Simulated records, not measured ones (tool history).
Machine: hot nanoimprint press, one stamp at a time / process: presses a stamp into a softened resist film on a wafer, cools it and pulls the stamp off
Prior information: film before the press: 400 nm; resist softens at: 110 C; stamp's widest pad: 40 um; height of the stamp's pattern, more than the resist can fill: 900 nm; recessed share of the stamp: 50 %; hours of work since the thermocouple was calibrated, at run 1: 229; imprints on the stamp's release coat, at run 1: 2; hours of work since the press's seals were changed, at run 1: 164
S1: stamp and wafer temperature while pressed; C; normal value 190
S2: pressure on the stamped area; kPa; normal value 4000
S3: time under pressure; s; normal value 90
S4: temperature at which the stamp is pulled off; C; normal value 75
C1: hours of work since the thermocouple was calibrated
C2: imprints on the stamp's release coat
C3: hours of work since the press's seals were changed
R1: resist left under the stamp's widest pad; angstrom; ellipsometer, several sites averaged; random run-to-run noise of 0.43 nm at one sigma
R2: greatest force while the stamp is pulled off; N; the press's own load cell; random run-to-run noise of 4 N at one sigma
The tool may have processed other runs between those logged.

Run 1, hour 0.0: usual settings; C1 229; C2 2; C3 164. Result: R1 2157 angstrom, R2 215 N.
Run 2, hour 10.5: usual settings but S4 67 C; C1 236; C2 33; C3 172. Result: R1 2153 angstrom, R2 220 N.
Run 3, hour 29.7: usual settings; C1 251; C2 89; C3 186. Result: R1 2159 angstrom, R2 212 N.
Run 4, hour 46.6: usual settings; C1 264; C2 139; C3 199. Result: R1 2157 angstrom, R2 217 N.
Run 5, hour 64.1: usual settings but S1 191 C; C1 277; C2 190; C3 212. Result: R1 2098 angstrom, R2 212 N.
Run 6, hour 72.2: usual settings but S1 191 C; C1 283; C2 213; C3 218. Result: R1 2089 angstrom, R2 211 N.
Run 7, hour 81.4: usual settings but S1 191 C; C1 290; C2 240; C3 225. Result: R1 2100 angstrom, R2 212 N.
Run 8, hour 99.7: usual settings but S1 191 C; C1 304; C2 294; C3 239. Result: R1 2104 angstrom, R2 213 N.
Run 9, hour 108.3: usual settings but S1 191 C; C1 311; C2 319; C3 246. Result: R1 2103 angstrom, R2 217 N.
Run 10, hour 127.2: usual settings but S1 191 C; C1 325; C2 374; C3 260. Result: R1 2101 angstrom, R2 212 N.
Run 11, hour 146.9: usual settings; C1 340; C2 432; C3 275. Result: R1 2161 angstrom, R2 215 N.
Run 12, hour 155.5: usual settings; C1 346; C2 457; C3 281. Result: R1 2171 angstrom, R2 211 N.
Run 13, hour 170.5: usual settings; C1 358; C2 501; C3 293. Result: R1 2163 angstrom, R2 212 N.
Run 14, hour 178.6: usual settings but S4 63 C; C1 364; C2 524; C3 299. Result: R1 2167 angstrom, R2 236 N.
At hour 188.3: plate thermocouple calibrated.
Run 15, hour 200.5: usual settings but S4 63 C; C1 9; C2 580; C3 313. Result: R1 2168 angstrom, R2 224 N.

What does the tool deliver on the next run?
Run 16, hour 209.2: usual settings but S4 63 C; C1 16; C2 605; C3 320. Result: R1 ?, R2 ?.

Run 16 came out at R1 2175 angstrom, R2 234 N.
The same run, on a tool lacking any hidden state, would have yielded R1 2152 angstrom, R2 234 N.

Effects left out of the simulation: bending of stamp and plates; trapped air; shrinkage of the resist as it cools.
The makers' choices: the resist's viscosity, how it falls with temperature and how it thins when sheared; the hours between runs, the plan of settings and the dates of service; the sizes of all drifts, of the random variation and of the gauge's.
